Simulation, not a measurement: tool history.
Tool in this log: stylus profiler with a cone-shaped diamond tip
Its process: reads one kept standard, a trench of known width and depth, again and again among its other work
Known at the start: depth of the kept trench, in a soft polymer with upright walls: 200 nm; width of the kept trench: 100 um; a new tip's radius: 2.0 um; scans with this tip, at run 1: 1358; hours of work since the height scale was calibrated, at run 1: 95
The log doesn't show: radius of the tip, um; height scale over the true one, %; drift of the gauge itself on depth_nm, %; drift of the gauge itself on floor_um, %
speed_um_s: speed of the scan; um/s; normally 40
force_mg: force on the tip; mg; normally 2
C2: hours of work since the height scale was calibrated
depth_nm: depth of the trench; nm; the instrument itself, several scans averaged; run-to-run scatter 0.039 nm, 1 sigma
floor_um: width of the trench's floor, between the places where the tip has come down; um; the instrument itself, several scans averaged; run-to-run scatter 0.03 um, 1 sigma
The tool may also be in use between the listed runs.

{"run": 1, "hour": 0.0, "speed_um_s": 40, "force_mg": 2, "scans with this tip": 1358, "C2": 95, "depth_nm": 202.45, "floor_um": 97.82}
{"run": 2, "hour": 49.7, "speed_um_s": 40, "force_mg": 2, "scans with this tip": 1755, "C2": 123, "depth_nm": 202.41, "floor_um": 97.71}
{"run": 3, "hour": 120.6, "speed_um_s": 40, "force_mg": 2, "scans with this tip": 2323, "C2": 163, "depth_nm": 202.48, "floor_um": 97.69}
{"run": 4, "hour": 166.9, "speed_um_s": 40, "force_mg": 2, "scans with this tip": 2693, "C2": 189, "depth_nm": 202.48, "floor_um": 97.61}
{"run": 5, "hour": 214.3, "speed_um_s": 40, "force_mg": 0.77, "scans with this tip": 3072, "C2": 216, "depth_nm": 201.21, "floor_um": 97.36}
{"run": 6, "hour": 250.6, "speed_um_s": 40, "force_mg": 0.77, "scans with this tip": 3362, "C2": 236, "depth_nm": 201.29, "floor_um": 97.35}
{"run": 7, "hour": 294.2, "speed_um_s": 40, "force_mg": 0.77, "scans with this tip": 3711, "C2": 261, "depth_nm": 201.23, "floor_um": 97.25}
{"run": 8, "hour": 340.2, "speed_um_s": 40, "force_mg": 0.77, "scans with this tip": 4079, "C2": 286, "depth_nm": 201.22, "floor_um": 97.2}
{"run": 9, "hour": 416.8, "speed_um_s": 40, "force_mg": 2, "scans with this tip": 4691, "C2": 329, "depth_nm": 202.38, "floor_um": 97.34}
{"run": 10, "hour": 501.8, "speed_um_s": 40, "force_mg": 2, "scans with this tip": 5371, "C2": 377, "depth_nm": 202.35, "floor_um": 97.28}
{"run": 11, "hour": 575.9, "speed_um_s": 40, "force_mg": 2.44, "scans with this tip": 5963, "C2": 419, "depth_nm": 202.76, "floor_um": 97.21}
{"run": 12, "hour": 632.4, "speed_um_s": 40, "force_mg": 2.37, "scans with this tip": 6415, "C2": 451, "depth_nm": 202.73, "floor_um": 97.07}
{"run": 13, "hour": 703.0, "speed_um_s": 40, "force_mg": 2.37, "scans with this tip": 6980, "C2": 490, "depth_nm": 202.75, "floor_um": 97.1}
{"run": 14, "hour": 770.6, "speed_um_s": 40, "force_mg": 2.37, "scans with this tip": 7520, "C2": 528, "depth_nm": 202.73, "floor_um": 96.98}
{"run": 15, "hour": 821.4, "speed_um_s": 40, "force_mg": 2.37, "scans with this tip": 7927, "C2": 557, "depth_nm": 202.65, "floor_um": 96.96}
{"run": 16, "hour": 857.2, "speed_um_s": 40, "force_mg": 2.37, "scans with this tip": 8213, "C2": 577, "depth_nm": 202.68, "floor_um": 96.87}
{"run": 17, "hour": 901.7, "speed_um_s": 40, "force_mg": 3.1, "scans with this tip": 8569, "C2": 602, "depth_nm": 203.18, "floor_um": 96.88}
{"run": 18, "hour": 977.0, "speed_um_s": 40, "force_mg": 2, "scans with this tip": 9171, "C2": 644, "depth_nm": 202.27, "floor_um": 96.81}
{"run": 19, "hour": 1016.6, "speed_um_s": 40, "force_mg": 2, "scans with this tip": 9488, "C2": 666, "depth_nm": 202.36, "floor_um": 96.76}
{"hour": 1029.8, "done": "new tip fitted, height scale calibrated"}
{"run": 20, "hour": 1067.9, "speed_um_s": 40, "force_mg": 2, "scans with this tip": 305, "C2": 21, "depth_nm": 202.58, "floor_um": 97.98}
{"run": 21, "hour": 1123.1, "speed_um_s": 40, "force_mg": 2, "scans with this tip": 747, "C2": 52, "depth_nm": 202.56, "floor_um": 97.82}
{"run": 22, "hour": 1204.7, "speed_um_s": 40, "force_mg": 2, "scans with this tip": 1399, "C2": 98, "depth_nm": 202.56, "floor_um": 97.78}
{"run": 23, "hour": 1277.6, "speed_um_s": 40, "force_mg": 2, "scans with this tip": 1982, "C2": 139, "depth_nm": 202.62, "floor_um": 97.68}
{"run": 24, "hour": 1316.9, "speed_um_s": 40, "force_mg": 2, "scans with this tip": 2297, "C2": 161, "depth_nm": 202.57, "floor_um": 97.62}
{"run": 25, "hour": 1360.4, "speed_um_s": 40, "force_mg": 2, "scans with this tip": 2644, "C2": 186, "depth_nm": 202.52, "floor_um": 97.56}
{"run": 26, "hour": 1447.6, "speed_um_s": 23, "force_mg": 3.74, "scans with this tip": 3342, "C2": 235, "depth_nm": 203.76, "floor_um": 97.69}
{"run": 27, "hour": 1511.5, "speed_um_s": 95, "force_mg": 0.67, "scans with this tip": 3853, "C2": 271, "depth_nm": 201.2, "floor_um": 96.51}
{"run": 28, "hour": 1587.2, "speed_um_s": 137, "force_mg": 0.86, "scans with this tip": 4458, "C2": 313, "depth_nm": 201.42, "floor_um": 96.13}
{"run": 29, "hour": 1623.8, "speed_um_s": 11, "force_mg": 3.57, "scans with this tip": 4751, "C2": 334, "depth_nm": 203.66, "floor_um": 97.53}
{"run": 30, "hour": 1683.2, "speed_um_s": 11, "force_mg": 4.78, "scans with this tip": 5226, "C2": 367, "depth_nm": 204.43, "floor_um": 97.53}
{"run": 31, "hour": 1751.8, "speed_um_s": 11, "force_mg": 4.78, "scans with this tip": 5774, "C2": 406, "depth_nm": 204.42, "floor_um": 97.38}
{"run": 32, "hour": 1801.7, "speed_um_s": 11, "force_mg": 4.78, "scans with this tip": 6173, "C2": 434, "depth_nm": 204.43, "floor_um": 97.35}
{"run": 33, "hour": 1851.6, "speed_um_s": 11, "force_mg": 4.78, "scans with this tip": 6573, "C2": 462, "depth_nm": 204.44, "floor_um": 97.29}
{"run": 34, "hour": 1934.4, "speed_um_s": 11, "force_mg": 4.78, "scans with this tip": 7235, "C2": 508, "depth_nm": 204.4, "floor_um": 97.19}
{"run": 35, "hour": 1979.9, "speed_um_s": 11, "force_mg": 4.78, "scans with this tip": 7599, "C2": 534, "depth_nm": 204.43, "floor_um": 97.22}
{"run": 36, "hour": 2048.2, "speed_um_s": 11, "force_mg": 4.78, "scans with this tip": 8145, "C2": 572, "depth_nm": 204.42, "floor_um": 97.13}
{"run": 37, "hour": 2092.3, "speed_um_s": 40, "force_mg": 0.7, "scans with this tip": 8498, "C2": 597, "depth_nm": 201.05, "floor_um": 96.66}
{"run": 38, "hour": 2136.7, "speed_um_s": 11, "force_mg": 4.78, "scans with this tip": 8853, "C2": 622, "depth_nm": 204.34, "floor_um": 97.09}
{"run": 39, "hour": 2178.6, "speed_um_s": 107, "force_mg": 2.98, "scans with this tip": 9188, "C2": 645, "depth_nm": 203.2, "floor_um": 96.41}
{"hour": 2230.1, "done": "new tip fitted, height scale calibrated"}
{"run": 40, "hour": 2231.4, "speed_um_s": 107, "force_mg": 2.98, "scans with this tip": 11, "C2": 1, "depth_nm": 203.38, "floor_um": 97.57}
{"run": 41, "hour": 2316.1, "speed_um_s": 40, "force_mg": 1.34, "scans with this tip": 687, "C2": 48, "depth_nm": 202.04, "floor_um": 97.79}
{"run": 42, "hour": 2399.9, "speed_um_s": 68, "force_mg": 2.03, "scans with this tip": 1358, "C2": 95, "depth_nm": 202.64, "floor_um": 97.51}
{"run": 43, "hour": 2435.1, "speed_um_s": 68, "force_mg": 2.03, "scans with this tip": 1639, "C2": 115, "depth_nm": 202.56, "floor_um": 97.49}
{"run": 44, "hour": 2492.1, "speed_um_s": 68, "force_mg": 2.03, "scans with this tip": 2095, "C2": 147, "depth_nm": 202.63, "floor_um": 97.36}
{"run": 45, "hour": 2576.8, "speed_um_s": 68, "force_mg": 2.03, "scans with this tip": 2773, "C2": 195, "depth_nm": 202.66, "floor_um": 97.29}

Measured minus without-hidden-state, run by run (identical run-to-run variation in each term; gauge scatter may differ):
run=1 depth_nm=-0.04 floor_um=-0.17
run=2 depth_nm=-0.05 floor_um=-0.23
run=3 depth_nm=-0.06 floor_um=-0.32
run=4 depth_nm=-0.07 floor_um=-0.38
run=5 depth_nm=-0.08 floor_um=-0.43
run=6 depth_nm=-0.08 floor_um=-0.47
run=7 depth_nm=-0.09 floor_um=-0.52
run=8 depth_nm=-0.1 floor_um=-0.57
run=9 depth_nm=-0.1 floor_um=-0.64
run=10 depth_nm=-0.12 floor_um=-0.73
run=11 depth_nm=-0.13 floor_um=-0.8
run=12 depth_nm=-0.14 floor_um=-0.86
run=13 depth_nm=-0.15 floor_um=-0.93
run=14 depth_nm=-0.16 floor_um=-0.99
run=15 depth_nm=-0.17 floor_um=-1.04
run=16 depth_nm=-0.18 floor_um=-1.07
run=17 depth_nm=-0.18 floor_um=-1.11
run=18 depth_nm=-0.2 floor_um=-1.17
run=19 depth_nm=-0.2 floor_um=-1.2
run=20 depth_nm=+0.05 floor_um=-0.03
run=21 depth_nm=+0.04 floor_um=-0.11
run=22 depth_nm=+0.03 floor_um=-0.21
run=23 depth_nm=+0.02 floor_um=-0.3
run=24 depth_nm=+0.01 floor_um=-0.34
run=25 depth_nm=+0 floor_um=-0.38
run=26 depth_nm=-0.01 floor_um=-0.47
run=27 depth_nm=-0.02 floor_um=-0.56
run=28 depth_nm=-0.03 floor_um=-0.63
run=29 depth_nm=-0.04 floor_um=-0.66
run=30 depth_nm=-0.05 floor_um=-0.72
run=31 depth_nm=-0.06 floor_um=-0.79
run=32 depth_nm=-0.06 floor_um=-0.84
run=33 depth_nm=-0.07 floor_um=-0.88
run=34 depth_nm=-0.09 floor_um=-0.96
run=35 depth_nm=-0.1 floor_um=-0.99
run=36 depth_nm=-0.11 floor_um=-1.06
run=37 depth_nm=-0.11 floor_um=-1.1
run=38 depth_nm=-0.12 floor_um=-1.13
run=39 depth_nm=-0.12 floor_um=-1.17
run=40 depth_nm=+0.1 floor_um=-0.03
run=41 depth_nm=+0.08 floor_um=-0.14
run=42 depth_nm=+0.07 floor_um=-0.25
run=43 depth_nm=+0.06 floor_um=-0.29
run=44 depth_nm=+0.05 floor_um=-0.36
run=45 depth_nm=+0.04 floor_um=-0.45
